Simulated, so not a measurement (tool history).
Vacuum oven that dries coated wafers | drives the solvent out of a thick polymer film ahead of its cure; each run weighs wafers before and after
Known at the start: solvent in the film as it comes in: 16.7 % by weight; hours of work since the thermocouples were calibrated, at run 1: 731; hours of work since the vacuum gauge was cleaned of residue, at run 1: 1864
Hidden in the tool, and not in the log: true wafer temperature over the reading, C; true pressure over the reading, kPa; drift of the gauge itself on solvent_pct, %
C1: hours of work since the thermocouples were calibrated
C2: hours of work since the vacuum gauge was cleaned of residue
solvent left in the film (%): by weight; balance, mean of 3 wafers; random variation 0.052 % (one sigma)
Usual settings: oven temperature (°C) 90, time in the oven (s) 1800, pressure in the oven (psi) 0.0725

run 1 hour=0.0 | oven_temperature_(°C)=90 time_in_the_oven_(s)=1800 pressure_in_the_oven_(psi)=0.0725 | C1=731 C2=1864 | solvent_left_in_the_film_(%)=1.59
-- hour=92.5 oven's thermocouples calibrated
run 2 hour=92.8 | oven_temperature_(°C)=90 time_in_the_oven_(s)=1800 pressure_in_the_oven_(psi)=0.0725 | C1=0 C2=1914 | solvent_left_in_the_film_(%)=1.69
run 3 hour=209.7 | oven_temperature_(°C)=90 time_in_the_oven_(s)=1800 pressure_in_the_oven_(psi)=0.0725 | C1=65 C2=1979 | solvent_left_in_the_film_(%)=1.68
run 4 hour=296.1 | oven_temperature_(°C)=90 time_in_the_oven_(s)=1800 pressure_in_the_oven_(psi)=0.0725 | C1=113 C2=2027 | solvent_left_in_the_film_(%)=1.76
run 5 hour=386.8 | oven_temperature_(°C)=90 time_in_the_oven_(s)=1800 pressure_in_the_oven_(psi)=0.0725 | C1=163 C2=2077 | solvent_left_in_the_film_(%)=1.83
run 6 hour=481.4 | oven_temperature_(°C)=90 time_in_the_oven_(s)=1800 pressure_in_the_oven_(psi)=0.0753 | C1=216 C2=2130 | solvent_left_in_the_film_(%)=1.77
-- hour=577.7 oven's thermocouples calibrated, once more
run 7 hour=577.7 | oven_temperature_(°C)=90 time_in_the_oven_(s)=1800 pressure_in_the_oven_(psi)=0.0753 | C1=0 C2=2182 | solvent_left_in_the_film_(%)=1.58
run 8 hour=638.3 | oven_temperature_(°C)=104 time_in_the_oven_(s)=1020 pressure_in_the_oven_(psi)=0.0557 | C1=34 C2=2215 | solvent_left_in_the_film_(%)=1.11
run 9 hour=714.6 | oven_temperature_(°C)=82 time_in_the_oven_(s)=2700 pressure_in_the_oven_(psi)=0.1761 | C1=76 C2=2258 | solvent_left_in_the_film_(%)=2.17
run 10 hour=784.6 | oven_temperature_(°C)=82 time_in_the_oven_(s)=2700 pressure_in_the_oven_(psi)=0.1761 | C1=115 C2=2297 | solvent_left_in_the_film_(%)=2.28
run 11 hour=872.6 | oven_temperature_(°C)=76 time_in_the_oven_(s)=2160 pressure_in_the_oven_(psi)=0.1761 | C1=163 C2=2345 | solvent_left_in_the_film_(%)=4.22
run 12 hour=970.1 | oven_temperature_(°C)=88 time_in_the_oven_(s)=1260 pressure_in_the_oven_(psi)=0.2492 | C1=218 C2=2399 | solvent_left_in_the_film_(%)=3.81

Forecast each of these 5 alternatives for the next run:
run A hour=1031.0 | oven_temperature_(°C)=81 time_in_the_oven_(s)=1260 pressure_in_the_oven_(psi)=0.2492 | C1=251 C2=2433 | solvent_left_in_the_film_(%)=?
run B hour=1031.0 | oven_temperature_(°C)=83 time_in_the_oven_(s)=1800 pressure_in_the_oven_(psi)=0.0725 | C1=251 C2=2433 | solvent_left_in_the_film_(%)=?
run C hour=1031.0 | oven_temperature_(°C)=86 time_in_the_oven_(s)=1620 pressure_in_the_oven_(psi)=0.1738 | C1=251 C2=2433 | solvent_left_in_the_film_(%)=?
run D hour=1031.0 | oven_temperature_(°C)=90 time_in_the_oven_(s)=1800 pressure_in_the_oven_(psi)=0.0545 | C1=251 C2=2433 | solvent_left_in_the_film_(%)=?
run E hour=1031.0 | oven_temperature_(°C)=90 time_in_the_oven_(s)=1440 pressure_in_the_oven_(psi)=0.0725 | C1=251 C2=2433 | solvent_left_in_the_film_(%)=?

run=A solvent_left_in_the_film_(%)=5.72
run=B solvent_left_in_the_film_(%)=2.99
run=C solvent_left_in_the_film_(%)=3.10
run=D solvent_left_in_the_film_(%)=1.60
run=E solvent_left_in_the_film_(%)=2.32
Without the tool's hidden state the same runs would have given:
run=A solvent_left_in_the_film_(%)=5.31
run=B solvent_left_in_the_film_(%)=2.57
run=C solvent_left_in_the_film_(%)=2.72
run=D solvent_left_in_the_film_(%)=1.27
run=E solvent_left_in_the_film_(%)=1.99
